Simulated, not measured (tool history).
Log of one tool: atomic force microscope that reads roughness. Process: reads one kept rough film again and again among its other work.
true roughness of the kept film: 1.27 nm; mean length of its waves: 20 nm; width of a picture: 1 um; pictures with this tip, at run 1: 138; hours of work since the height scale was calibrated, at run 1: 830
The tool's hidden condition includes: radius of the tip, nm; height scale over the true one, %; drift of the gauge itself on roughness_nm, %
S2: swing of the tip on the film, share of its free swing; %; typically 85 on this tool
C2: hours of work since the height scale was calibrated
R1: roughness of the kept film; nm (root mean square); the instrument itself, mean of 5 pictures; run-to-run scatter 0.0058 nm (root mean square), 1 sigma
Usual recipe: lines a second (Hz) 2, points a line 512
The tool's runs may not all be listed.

{"run": 1, "day": 0.0, "lines a second (Hz)": 2, "S2": 85, "points a line": 512, "pictures with this tip": 138, "C2": 830, "R1": 0.962}
{"run": 2, "day": 0.829, "lines a second (Hz)": 1.14, "S2": 85, "points a line": 512, "pictures with this tip": 175, "C2": 845, "R1": 0.967}
{"day": 1.617, "done": "new tip fitted"}
{"run": 3, "day": 1.821, "lines a second (Hz)": 2, "S2": 81, "points a line": 512, "pictures with this tip": 9, "C2": 862, "R1": 1.057}
{"run": 4, "day": 2.754, "lines a second (Hz)": 2, "S2": 85, "points a line": 512, "pictures with this tip": 50, "C2": 879, "R1": 1.022}
{"run": 5, "day": 3.542, "lines a second (Hz)": 1.37, "S2": 85, "points a line": 512, "pictures with this tip": 86, "C2": 893, "R1": 1.025}
{"run": 6, "day": 4.042, "lines a second (Hz)": 2, "S2": 85, "points a line": 512, "pictures with this tip": 108, "C2": 902, "R1": 0.967}
{"run": 7, "day": 4.946, "lines a second (Hz)": 2, "S2": 85, "points a line": 512, "pictures with this tip": 148, "C2": 918, "R1": 0.957}
{"run": 8, "day": 5.438, "lines a second (Hz)": 2, "S2": 85, "points a line": 512, "pictures with this tip": 170, "C2": 927, "R1": 0.946}
{"day": 6.383, "done": "new tip fitted"}
{"run": 9, "day": 6.625, "lines a second (Hz)": 2, "S2": 85, "points a line": 512, "pictures with this tip": 10, "C2": 948, "R1": 1.047}
{"run": 10, "day": 7.675, "lines a second (Hz)": 2, "S2": 85, "points a line": 741, "pictures with this tip": 57, "C2": 966, "R1": 1.008}
{"run": 11, "day": 8.833, "lines a second (Hz)": 2, "S2": 85, "points a line": 741, "pictures with this tip": 109, "C2": 987, "R1": 0.98}
{"run": 12, "day": 9.396, "lines a second (Hz)": 2, "S2": 66, "points a line": 512, "pictures with this tip": 134, "C2": 997, "R1": 1.002}
{"run": 13, "day": 10.6, "lines a second (Hz)": 2, "S2": 66, "points a line": 512, "pictures with this tip": 188, "C2": 1019, "R1": 0.976}
{"day": 11.129, "done": "new tip fitted"}
{"run": 14, "day": 11.383, "lines a second (Hz)": 2, "S2": 90, "points a line": 512, "pictures with this tip": 11, "C2": 1032, "R1": 1.015}
{"run": 15, "day": 12.062, "lines a second (Hz)": 2, "S2": 85, "points a line": 501, "pictures with this tip": 41, "C2": 1044, "R1": 1.017}
{"run": 16, "day": 13.004, "lines a second (Hz)": 2, "S2": 85, "points a line": 512, "pictures with this tip": 83, "C2": 1061, "R1": 0.994}
{"run": 17, "day": 13.504, "lines a second (Hz)": 2, "S2": 85, "points a line": 512, "pictures with this tip": 106, "C2": 1070, "R1": 0.985}
{"run": 18, "day": 14.038, "lines a second (Hz)": 2, "S2": 85, "points a line": 512, "pictures with this tip": 129, "C2": 1079, "R1": 0.969}
{"run": 19, "day": 14.912, "lines a second (Hz)": 2, "S2": 85, "points a line": 512, "pictures with this tip": 168, "C2": 1095, "R1": 0.938}
{"day": 15.867, "done": "new tip fitted"}
{"run": 20, "day": 16.067, "lines a second (Hz)": 2, "S2": 62, "points a line": 512, "pictures with this tip": 9, "C2": 1115, "R1": 1.102}
{"run": 21, "day": 16.792, "lines a second (Hz)": 2, "S2": 85, "points a line": 512, "pictures with this tip": 42, "C2": 1128, "R1": 1.029}
{"run": 22, "day": 17.908, "lines a second (Hz)": 2, "S2": 85, "points a line": 512, "pictures with this tip": 91, "C2": 1148, "R1": 0.986}
{"run": 23, "day": 19.121, "lines a second (Hz)": 2, "S2": 85, "points a line": 808, "pictures with this tip": 146, "C2": 1170, "R1": 0.965}
{"run": 24, "day": 19.671, "lines a second (Hz)": 2.55, "S2": 85, "points a line": 808, "pictures with this tip": 170, "C2": 1180, "R1": 0.925}
{"day": 20.592, "done": "new tip fitted"}
{"run": 25, "day": 20.592, "lines a second (Hz)": 2.55, "S2": 85, "points a line": 808, "pictures with this tip": 0, "C2": 1196, "R1": 1.038}
{"run": 26, "day": 21.779, "lines a second (Hz)": 2.55, "S2": 85, "points a line": 808, "pictures with this tip": 53, "C2": 1217, "R1": 1.006}
{"run": 27, "day": 22.808, "lines a second (Hz)": 2.55, "S2": 85, "points a line": 808, "pictures with this tip": 99, "C2": 1235, "R1": 0.965}
{"run": 28, "day": 23.888, "lines a second (Hz)": 2.55, "S2": 85, "points a line": 808, "pictures with this tip": 147, "C2": 1254, "R1": 0.957}
{"run": 29, "day": 24.375, "lines a second (Hz)": 3.45, "S2": 85, "points a line": 530, "pictures with this tip": 169, "C2": 1263, "R1": 0.896}
{"run": 30, "day": 25.025, "lines a second (Hz)": 3.45, "S2": 67, "points a line": 415, "pictures with this tip": 198, "C2": 1275, "R1": 0.949}
{"day": 25.346, "done": "new tip fitted"}
{"run": 31, "day": 26.229, "lines a second (Hz)": 3.45, "S2": 67, "points a line": 415, "pictures with this tip": 39, "C2": 1296, "R1": 1.052}
{"run": 32, "day": 27.188, "lines a second (Hz)": 2, "S2": 77, "points a line": 524, "pictures with this tip": 82, "C2": 1313, "R1": 1.017}
{"run": 33, "day": 28.267, "lines a second (Hz)": 2, "S2": 77, "points a line": 524, "pictures with this tip": 130, "C2": 1332, "R1": 0.99}
{"run": 34, "day": 29.462, "lines a second (Hz)": 2.52, "S2": 59, "points a line": 783, "pictures with this tip": 184, "C2": 1354, "R1": 0.982}
{"day": 30.071, "done": "new tip fitted"}
{"run": 35, "day": 30.071, "lines a second (Hz)": 2.52, "S2": 59, "points a line": 783, "pictures with this tip": 0, "C2": 1364, "R1": 1.115}
{"run": 36, "day": 31.012, "lines a second (Hz)": 1.86, "S2": 59, "points a line": 277, "pictures with this tip": 42, "C2": 1381, "R1": 1.062}
{"run": 37, "day": 31.938, "lines a second (Hz)": 2, "S2": 82, "points a line": 330, "pictures with this tip": 83, "C2": 1397, "R1": 0.99}
{"run": 38, "day": 32.758, "lines a second (Hz)": 2, "S2": 85, "points a line": 261, "pictures with this tip": 120, "C2": 1412, "R1": 0.949}
{"run": 39, "day": 33.6, "lines a second (Hz)": 2, "S2": 59, "points a line": 512, "pictures with this tip": 157, "C2": 1427, "R1": 1.006}
{"run": 40, "day": 34.2, "lines a second (Hz)": 0.7, "S2": 80, "points a line": 512, "pictures with this tip": 184, "C2": 1438, "R1": 0.993}
{"day": 34.808, "done": "new tip fitted"}
{"run": 41, "day": 34.846, "lines a second (Hz)": 0.7, "S2": 80, "points a line": 512, "pictures with this tip": 1, "C2": 1449, "R1": 1.111}
{"run": 42, "day": 35.579, "lines a second (Hz)": 0.88, "S2": 85, "points a line": 322, "pictures with this tip": 34, "C2": 1462, "R1": 1.055}
{"run": 43, "day": 36.479, "lines a second (Hz)": 0.86, "S2": 66, "points a line": 406, "pictures with this tip": 74, "C2": 1478, "R1": 1.074}
{"run": 44, "day": 37.346, "lines a second (Hz)": 0.86, "S2": 66, "points a line": 406, "pictures with this tip": 113, "C2": 1493, "R1": 1.05}
{"run": 45, "day": 38.154, "lines a second (Hz)": 1.07, "S2": 76, "points a line": 547, "pictures with this tip": 149, "C2": 1508, "R1": 1.015}
{"run": 46, "day": 39.167, "lines a second (Hz)": 1.07, "S2": 76, "points a line": 547, "pictures with this tip": 194, "C2": 1526, "R1": 0.982}
{"day": 39.562, "done": "new tip fitted"}
{"run": 47, "day": 40.121, "lines a second (Hz)": 1.07, "S2": 76, "points a line": 376, "pictures with this tip": 25, "C2": 1543, "R1": 1.083}
{"run": 48, "day": 41.129, "lines a second (Hz)": 2.16, "S2": 85, "points a line": 496, "pictures with this tip": 70, "C2": 1561, "R1": 1.003}
{"run": 49, "day": 41.825, "lines a second (Hz)": 2.16, "S2": 85, "points a line": 496, "pictures with this tip": 101, "C2": 1573, "R1": 0.978}
{"run": 50, "day": 42.979, "lines a second (Hz)": 1.65, "S2": 85, "points a line": 329, "pictures with this tip": 152, "C2": 1593, "R1": 0.959}
{"run": 51, "day": 43.862, "lines a second (Hz)": 0.7, "S2": 85, "points a line": 513, "pictures with this tip": 192, "C2": 1609, "R1": 0.977}
{"day": 44.321, "done": "new tip fitted"}
{"run": 52, "day": 44.804, "lines a second (Hz)": 2.03, "S2": 87, "points a line": 666, "pictures with this tip": 22, "C2": 1626, "R1": 1.032}
{"run": 53, "day": 45.375, "lines a second (Hz)": 2.03, "S2": 87, "points a line": 666, "pictures with this tip": 48, "C2": 1636, "R1": 1.004}

Branching from run 53: 4 alternative next runs. What would each branch give?
{"run": "A", "day": 46.267, "lines a second (Hz)": 2.03, "S2": 87, "points a line": 762, "pictures with this tip": 87, "C2": 1652, "R1": "?"}
{"run": "B", "day": 46.267, "lines a second (Hz)": 2.03, "S2": 73, "points a line": 666, "pictures with this tip": 87, "C2": 1652, "R1": "?"}
{"run": "C", "day": 46.267, "lines a second (Hz)": 2, "S2": 78, "points a line": 512, "pictures with this tip": 87, "C2": 1652, "R1": "?"}
{"run": "D", "day": 46.267, "lines a second (Hz)": 3.38, "S2": 85, "points a line": 512, "pictures with this tip": 87, "C2": 1652, "R1": "?"}

run=A R1=0.971
run=B R1=1.023
run=C R1=1.018
run=D R1=0.937
With no hidden state in the tool, these same runs would have given:
run=A R1=1.047
run=B R1=1.102
run=C R1=1.097
run=D R1=1.01
